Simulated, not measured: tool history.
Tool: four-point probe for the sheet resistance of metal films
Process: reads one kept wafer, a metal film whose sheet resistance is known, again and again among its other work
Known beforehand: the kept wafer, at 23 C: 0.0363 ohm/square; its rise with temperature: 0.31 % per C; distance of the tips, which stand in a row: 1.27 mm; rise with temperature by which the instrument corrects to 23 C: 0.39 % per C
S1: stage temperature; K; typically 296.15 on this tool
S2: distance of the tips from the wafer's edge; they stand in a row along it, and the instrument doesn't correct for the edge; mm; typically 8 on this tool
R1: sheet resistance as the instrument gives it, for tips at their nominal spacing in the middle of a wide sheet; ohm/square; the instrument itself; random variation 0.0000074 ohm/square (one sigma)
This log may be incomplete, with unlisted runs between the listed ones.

Run 1, day 0: usual settings. Result: R1 0.036606 ohm/square.
Run 2, day 0.408: usual settings. Result: R1 0.036612 ohm/square.
Run 3, day 0.842: usual settings. Result: R1 0.036618 ohm/square.
Run 4, day 1.196: usual settings. Result: R1 0.036621 ohm/square.
Run 5, day 1.704: usual settings. Result: R1 0.036618 ohm/square.
Run 6, day 2.25: usual settings. Result: R1 0.036614 ohm/square.
Run 7, day 2.875: usual settings. Result: R1 0.036623 ohm/square.
Run 8, day 3.3: usual settings but S2 4 mm. Result: R1 0.037986 ohm/square.
Run 9, day 3.871: usual settings but S2 4 mm. Result: R1 0.037989 ohm/square.
At day 3.942: stage's thermometer calibrated.
Run 10, day 4.438: usual settings but S2 4 mm. Result: R1 0.038005 ohm/square.
Run 11, day 4.833: usual settings but S1 300.15 K, S2 4 mm. Result: R1 0.037892 ohm/square.
Run 12, day 5.546: usual settings but S1 297.15 K, S2 4 mm. Result: R1 0.03797 ohm/square.
Run 13, day 6.138: usual settings but S1 294.15 K, S2 5 mm. Result: R1 0.037412 ohm/square.
Run 14, day 6.829: usual settings but S1 294.15 K, S2 5 mm. Result: R1 0.037437 ohm/square.
At day 6.921: stage's thermometer calibrated, once more.
Run 15, day 7.404: usual settings but S1 293.15 K. Result: R1 0.036708 ohm/square.
Run 16, day 7.771: usual settings but S2 46 mm. Result: R1 0.036155 ohm/square.
Run 17, day 8.258: usual settings but S2 46 mm. Result: R1 0.036157 ohm/square.
Run 18, day 8.933: usual settings but S1 298.15 K, S2 6 mm. Result: R1 0.036931 ohm/square.
Run 19, day 9.346: usual settings but S1 308.15 K, S2 19 mm. Result: R1 0.035885 ohm/square.
Run 20, day 9.871: usual settings but S1 308.15 K, S2 19 mm. Result: R1 0.035901 ohm/square.
Run 21, day 10.467: usual settings but S1 308.15 K, S2 19 mm. Result: R1 0.035889 ohm/square.

Alternative continuations, all from the tool just after run 21; predict every row:
Run A, day 11.142: usual settings but S1 301.15 K, S2 31 mm. Result: R1 ?.
Run B, day 11.142: usual settings but S1 308.15 K, S2 56 mm. Result: R1 ?.
Run C, day 11.142: usual settings but S2 20 mm. Result: R1 ?.
Run D, day 11.142: usual settings but S1 293.15 K, S2 47 mm. Result: R1 ?.

run        R1
  A  0.036038
  B  0.035806
  C  0.036223
  D  0.036236
The same runs, with their run-to-run variation unchanged, on a tool lacking any hidden condition would have given:
run        R1
  A  0.036195
  B  0.035961
  C  0.036381
  D  0.036393
